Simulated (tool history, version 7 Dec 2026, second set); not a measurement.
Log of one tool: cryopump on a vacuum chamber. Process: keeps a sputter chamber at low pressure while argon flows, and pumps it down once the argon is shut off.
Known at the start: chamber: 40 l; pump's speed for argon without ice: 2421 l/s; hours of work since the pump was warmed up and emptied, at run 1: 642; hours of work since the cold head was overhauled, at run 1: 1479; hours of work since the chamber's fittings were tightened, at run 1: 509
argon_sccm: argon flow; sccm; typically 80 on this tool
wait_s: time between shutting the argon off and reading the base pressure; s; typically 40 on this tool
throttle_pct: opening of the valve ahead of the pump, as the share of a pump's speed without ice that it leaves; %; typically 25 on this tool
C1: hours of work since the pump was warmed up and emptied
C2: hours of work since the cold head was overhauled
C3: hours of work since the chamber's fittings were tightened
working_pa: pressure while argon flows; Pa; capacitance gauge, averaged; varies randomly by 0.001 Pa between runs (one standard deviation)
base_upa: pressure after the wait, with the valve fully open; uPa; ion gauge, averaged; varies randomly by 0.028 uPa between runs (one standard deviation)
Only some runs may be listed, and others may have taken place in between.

Run 1, hour 0.0: usual settings; C1 642; C2 1479; C3 509. Result: working_pa 0.2471 Pa, base_upa 1.92 uPa.
Run 2, hour 76.3: usual settings; C1 676; C2 1513; C3 543. Result: working_pa 0.2491 Pa, base_upa 1.92 uPa.
Run 3, hour 159.2: usual settings; C1 713; C2 1550; C3 579. Result: working_pa 0.2514 Pa, base_upa 1.98 uPa.
Run 4, hour 211.4: usual settings; C1 737; C2 1573; C3 603. Result: working_pa 0.2527 Pa, base_upa 1.97 uPa.
Run 5, hour 286.8: usual settings; C1 770; C2 1607; C3 636. Result: working_pa 0.2515 Pa, base_upa 2.08 uPa.
Run 6, hour 336.1: usual settings; C1 792; C2 1628; C3 658. Result: working_pa 0.2548 Pa, base_upa 2.11 uPa.
Run 7, hour 380.4: usual settings; C1 812; C2 1648; C3 678. Result: working_pa 0.2548 Pa, base_upa 2.15 uPa.
At hour 431.3: pump warmed up, emptied and cooled again.
Run 8, hour 449.4: usual settings but argon_sccm 39 sccm; C1 8; C2 1677; C3 706. Result: working_pa 0.1105 Pa, base_upa 1.85 uPa.
Run 9, hour 487.3: usual settings; C1 25; C2 1694; C3 723. Result: working_pa 0.2263 Pa, base_upa 1.85 uPa.
Run 10, hour 542.2: usual settings; C1 49; C2 1718; C3 748. Result: working_pa 0.2274 Pa, base_upa 1.93 uPa.
Run 11, hour 606.2: usual settings; C1 78; C2 1746; C3 776. Result: working_pa 0.2270 Pa, base_upa 1.91 uPa.
Run 12, hour 652.2: usual settings; C1 98; C2 1767; C3 797. Result: working_pa 0.2262 Pa, base_upa 1.91 uPa.
Run 13, hour 691.1: usual settings but argon_sccm 151 sccm; C1 116; C2 1784; C3 814. Result: working_pa 0.4261 Pa, base_upa 1.93 uPa.
Run 14, hour 766.8: usual settings but argon_sccm 151 sccm; C1 149; C2 1818; C3 848. Result: working_pa 0.4296 Pa, base_upa 1.92 uPa.
Run 15, hour 805.7: usual settings but argon_sccm 151 sccm; C1 167; C2 1835; C3 865. Result: working_pa 0.4344 Pa, base_upa 2.00 uPa.
Run 16, hour 870.7: usual settings but argon_sccm 151 sccm; C1 196; C2 1864; C3 894. Result: working_pa 0.4356 Pa, base_upa 1.98 uPa.
Run 17, hour 937.7: usual settings; C1 225; C2 1894; C3 924. Result: working_pa 0.2328 Pa, base_upa 2.08 uPa.
Run 18, hour 1008.6: usual settings but argon_sccm 72 sccm, throttle_pct 57 %; C1 257; C2 1926; C3 955. Result: working_pa 0.0949 Pa, base_upa 2.10 uPa.
Run 19, hour 1079.6: usual settings but argon_sccm 41 sccm, wait_s 186 s, throttle_pct 57 %; C1 289; C2 1957; C3 987. Result: working_pa 0.0556 Pa, base_upa 1.23 uPa.
Run 20, hour 1133.9: usual settings but argon_sccm 68 sccm, wait_s 92 s, throttle_pct 45 %; C1 313; C2 1981; C3 1011. Result: working_pa 0.1136 Pa, base_upa 1.54 uPa.
Run 21, hour 1194.0: usual settings but argon_sccm 112 sccm, throttle_pct 20 %; C1 339; C2 2008; C3 1038. Result: working_pa 0.4056 Pa, base_upa 2.13 uPa.
Run 22, hour 1269.1: usual settings but argon_sccm 53 sccm, wait_s 146 s, throttle_pct 20 %; C1 373; C2 2042; C3 1071. Result: working_pa 0.1937 Pa, base_upa 1.41 uPa.
Run 23, hour 1315.0: usual settings but argon_sccm 33 sccm, wait_s 86 s, throttle_pct 20 %; C1 393; C2 2062; C3 1092. Result: working_pa 0.1207 Pa, base_upa 1.69 uPa.
Run 24, hour 1395.2: usual settings but wait_s 41 s; C1 429; C2 2098; C3 1127. Result: working_pa 0.2385 Pa, base_upa 2.32 uPa.
Run 25, hour 1474.8: usual settings but argon_sccm 34 sccm, wait_s 42 s, throttle_pct 27 %; C1 464; C2 2133; C3 1163. Result: working_pa 0.0948 Pa, base_upa 2.33 uPa.
Run 26, hour 1522.6: usual settings but argon_sccm 89 sccm; C1 486; C2 2154; C3 1184. Result: working_pa 0.2698 Pa, base_upa 2.32 uPa.
Run 27, hour 1561.3: usual settings but argon_sccm 146 sccm, wait_s 121 s, throttle_pct 16 %; C1 503; C2 2172; C3 1201. Result: working_pa 0.6661 Pa, base_upa 1.63 uPa.
Run 28, hour 1606.8: usual settings but argon_sccm 37 sccm, wait_s 105 s, throttle_pct 22 %; C1 523; C2 2192; C3 1222. Result: working_pa 0.1260 Pa, base_upa 1.73 uPa.
Run 29, hour 1689.1: usual settings but argon_sccm 97 sccm, wait_s 64 s, throttle_pct 32 %; C1 560; C2 2228; C3 1258. Result: working_pa 0.2339 Pa, base_upa 2.09 uPa.
Run 30, hour 1725.5: usual settings but argon_sccm 97 sccm, wait_s 64 s, throttle_pct 32 %; C1 576; C2 2245; C3 1274. Result: working_pa 0.2361 Pa, base_upa 2.16 uPa.
Run 31, hour 1779.2: usual settings but argon_sccm 73 sccm, throttle_pct 39 %; C1 600; C2 2269; C3 1298. Result: working_pa 0.1482 Pa, base_upa 2.51 uPa.
Run 32, hour 1858.9: usual settings but argon_sccm 73 sccm, throttle_pct 39 %; C1 635; C2 2304; C3 1334. Result: working_pa 0.1508 Pa, base_upa 2.59 uPa.
Run 33, hour 1921.2: usual settings but wait_s 100 s, throttle_pct 47 %; C1 663; C2 2332; C3 1361. Result: working_pa 0.1424 Pa, base_upa 2.01 uPa.

Alternative continuations, all from the tool just after run 33; predict every row:
Run A, hour 1992.0: usual settings but argon_sccm 98 sccm; C1 695; C2 2363; C3 1393. Result: working_pa ?, base_upa ?.
Run B, hour 1992.0: usual settings but argon_sccm 106 sccm, wait_s 29 s, throttle_pct 47 %; C1 695; C2 2363; C3 1393. Result: working_pa ?, base_upa ?.
Run C, hour 1992.0: usual settings but argon_sccm 102 sccm, wait_s 38 s, throttle_pct 47 %; C1 695; C2 2363; C3 1393. Result: working_pa ?, base_upa ?.
Run D, hour 1992.0: usual settings but argon_sccm 47 sccm, wait_s 50 s; C1 695; C2 2363; C3 1393. Result: working_pa ?, base_upa ?.
Run E, hour 1992.0: usual settings but argon_sccm 55 sccm, wait_s 248 s, throttle_pct 17 %; C1 695; C2 2363; C3 1393. Result: working_pa ?, base_upa ?.

run  working_pa  base_upa
  A      0.3014      2.78
  B      0.1893      3.23
  C      0.1819      2.86
  D      0.1468      2.46
  E      0.2430      1.81
What these runs would have given with no unlogged condition in the tool:
run  working_pa  base_upa
  A      0.2713      1.29
  B      0.1566      1.74
  C      0.1506      1.37
  D      0.1323      1.03
  E      0.2260      0.34
